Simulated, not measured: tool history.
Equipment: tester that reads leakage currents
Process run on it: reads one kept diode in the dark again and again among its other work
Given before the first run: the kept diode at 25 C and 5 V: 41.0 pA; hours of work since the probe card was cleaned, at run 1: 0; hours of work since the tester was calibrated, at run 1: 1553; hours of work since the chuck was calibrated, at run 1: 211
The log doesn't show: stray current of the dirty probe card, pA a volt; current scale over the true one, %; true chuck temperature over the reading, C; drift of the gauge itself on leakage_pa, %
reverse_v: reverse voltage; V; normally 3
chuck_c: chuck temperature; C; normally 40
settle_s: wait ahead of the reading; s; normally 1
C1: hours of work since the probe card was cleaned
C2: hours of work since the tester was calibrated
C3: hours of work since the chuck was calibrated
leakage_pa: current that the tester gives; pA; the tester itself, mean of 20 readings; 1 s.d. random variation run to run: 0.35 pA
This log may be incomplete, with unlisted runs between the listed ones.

{"run": 1, "day": 0.0, "reverse_v": 3, "chuck_c": 40, "settle_s": 1, "C1": 0, "C2": 1553, "C3": 211, "leakage_pa": 118.56}
{"run": 2, "day": 2.833, "reverse_v": 2.14, "chuck_c": 40, "settle_s": 1, "C1": 28, "C2": 1581, "C3": 239, "leakage_pa": 106.49}
{"run": 3, "day": 4.725, "reverse_v": 3, "chuck_c": 40, "settle_s": 1, "C1": 47, "C2": 1600, "C3": 258, "leakage_pa": 119.17}
{"run": 4, "day": 8.529, "reverse_v": 3, "chuck_c": 53, "settle_s": 1, "C1": 84, "C2": 1637, "C3": 296, "leakage_pa": 311.32}
{"run": 5, "day": 10.396, "reverse_v": 3, "chuck_c": 53, "settle_s": 1, "C1": 103, "C2": 1656, "C3": 314, "leakage_pa": 310.79}
{"run": 6, "day": 12.758, "reverse_v": 3, "chuck_c": 40, "settle_s": 1, "C1": 126, "C2": 1679, "C3": 337, "leakage_pa": 120.58}
{"day": 13.142, "done": "probe card cleaned and baked"}
{"run": 7, "day": 15.55, "reverse_v": 12.38, "chuck_c": 20, "settle_s": 0.69, "C1": 24, "C2": 1705, "C3": 364, "leakage_pa": 43.29}
{"run": 8, "day": 18.258, "reverse_v": 9.03, "chuck_c": 24, "settle_s": 1.12, "C1": 51, "C2": 1732, "C3": 390, "leakage_pa": 50.67}
{"run": 9, "day": 21.854, "reverse_v": 3.16, "chuck_c": 40, "settle_s": 7.77, "C1": 86, "C2": 1768, "C3": 426, "leakage_pa": 123.31}
{"run": 10, "day": 25.404, "reverse_v": 18.9, "chuck_c": 29, "settle_s": 8.52, "C1": 121, "C2": 1803, "C3": 461, "leakage_pa": 95.69}
{"run": 11, "day": 27.467, "reverse_v": 18.9, "chuck_c": 29, "settle_s": 8.52, "C1": 142, "C2": 1823, "C3": 482, "leakage_pa": 96.63}

Run 12 is up next; what results do you expect?
{"run": 12, "day": 30.079, "reverse_v": 18.9, "chuck_c": 21, "settle_s": 5.64, "C1": 167, "C2": 1849, "C3": 507, "leakage_pa": "?"}

{"run 12": {"leakage_pa": 50.89}}
With no hidden state in the tool, this same run would have given leakage_pa 46.2 pA.
